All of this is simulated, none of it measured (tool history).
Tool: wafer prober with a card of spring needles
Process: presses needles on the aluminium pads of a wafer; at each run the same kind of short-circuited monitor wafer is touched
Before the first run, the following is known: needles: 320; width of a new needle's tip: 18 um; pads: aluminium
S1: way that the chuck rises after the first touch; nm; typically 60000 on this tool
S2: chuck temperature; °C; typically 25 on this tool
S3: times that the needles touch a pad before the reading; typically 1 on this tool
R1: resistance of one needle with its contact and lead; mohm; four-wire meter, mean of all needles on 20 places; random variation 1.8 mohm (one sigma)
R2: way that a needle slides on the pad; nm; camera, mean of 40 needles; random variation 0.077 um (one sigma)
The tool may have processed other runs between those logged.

{"run": 1, "hour": 0.0, "S1": 60000, "S2": 25, "S3": 1, "R1": 285, "R2": 11200}
{"hour": 6.1, "done": "tips cleaned on abrasive film"}
{"run": 2, "hour": 11.0, "S1": 60000, "S2": 25, "S3": 1, "R1": 328, "R2": 11150}
{"hour": 29.9, "done": "tips cleaned on abrasive film"}
{"run": 3, "hour": 31.6, "S1": 60000, "S2": 25, "S3": 1, "R1": 211, "R2": 11170}
{"run": 4, "hour": 42.7, "S1": 60000, "S2": 25, "S3": 1, "R1": 265, "R2": 11140}
{"hour": 53.6, "done": "tips cleaned on abrasive film"}
{"run": 5, "hour": 57.8, "S1": 60000, "S2": 25, "S3": 1, "R1": 233, "R2": 11220}
{"run": 6, "hour": 71.7, "S1": 79000, "S2": 25, "S3": 1, "R1": 245, "R2": 14650}
{"hour": 77.5, "done": "tips cleaned on abrasive film"}
{"run": 7, "hour": 87.9, "S1": 60000, "S2": 25, "S3": 1, "R1": 257, "R2": 11130}
{"hour": 90.2, "done": "tips cleaned on abrasive film, once more"}
{"run": 8, "hour": 103.0, "S1": 60000, "S2": 25, "S3": 1, "R1": 267, "R2": 11100}
{"hour": 113.8, "done": "tips cleaned on abrasive film"}
{"run": 9, "hour": 122.1, "S1": 60000, "S2": 25, "S3": 1, "R1": 257, "R2": 11230}
{"hour": 138.1, "done": "tips cleaned on abrasive film"}
{"run": 10, "hour": 141.0, "S1": 71000, "S2": 25, "S3": 1, "R1": 212, "R2": 13200}
{"hour": 162.4, "done": "tips cleaned on abrasive film"}
{"run": 11, "hour": 162.8, "S1": 55000, "S2": 25, "S3": 1, "R1": 203, "R2": 10140}
{"run": 12, "hour": 177.4, "S1": 55000, "S2": 25, "S3": 1, "R1": 292, "R2": 10010}
{"hour": 186.8, "done": "tips cleaned on abrasive film"}
{"run": 13, "hour": 188.6, "S1": 55000, "S2": 25, "S3": 1, "R1": 217, "R2": 9940}
{"hour": 211.1, "done": "tips cleaned on abrasive film"}
{"run": 14, "hour": 212.3, "S1": 55000, "S2": 121, "S3": 1, "R1": 234, "R2": 10130}
{"hour": 235.1, "done": "tips cleaned on abrasive film"}
{"run": 15, "hour": 236.4, "S1": 55000, "S2": 121, "S3": 1, "R1": 236, "R2": 10050}
{"run": 16, "hour": 248.7, "S1": 55000, "S2": 121, "S3": 1, "R1": 307, "R2": 9980}
{"hour": 258.5, "done": "tips cleaned on abrasive film"}
{"run": 17, "hour": 267.0, "S1": 55000, "S2": 121, "S3": 1, "R1": 275, "R2": 9950}
{"hour": 282.4, "done": "tips cleaned on abrasive film"}
{"run": 18, "hour": 283.6, "S1": 78000, "S2": 28, "S3": 3, "R1": 191, "R2": 14340}
{"run": 19, "hour": 299.8, "S1": 78000, "S2": 28, "S3": 3, "R1": 208, "R2": 14280}

Run 20 is up next; what results do you expect?
{"hour": 306.8, "done": "tips cleaned on abrasive film"}
{"run": 20, "hour": 316.2, "S1": 59000, "S2": 28, "S3": 3, "R1": "?", "R2": "?"}

R1: 219 mohm
R2: 10720 nm
Without the tool's hidden state the same run would have given R1 190 mohm, R2 11080 nm.
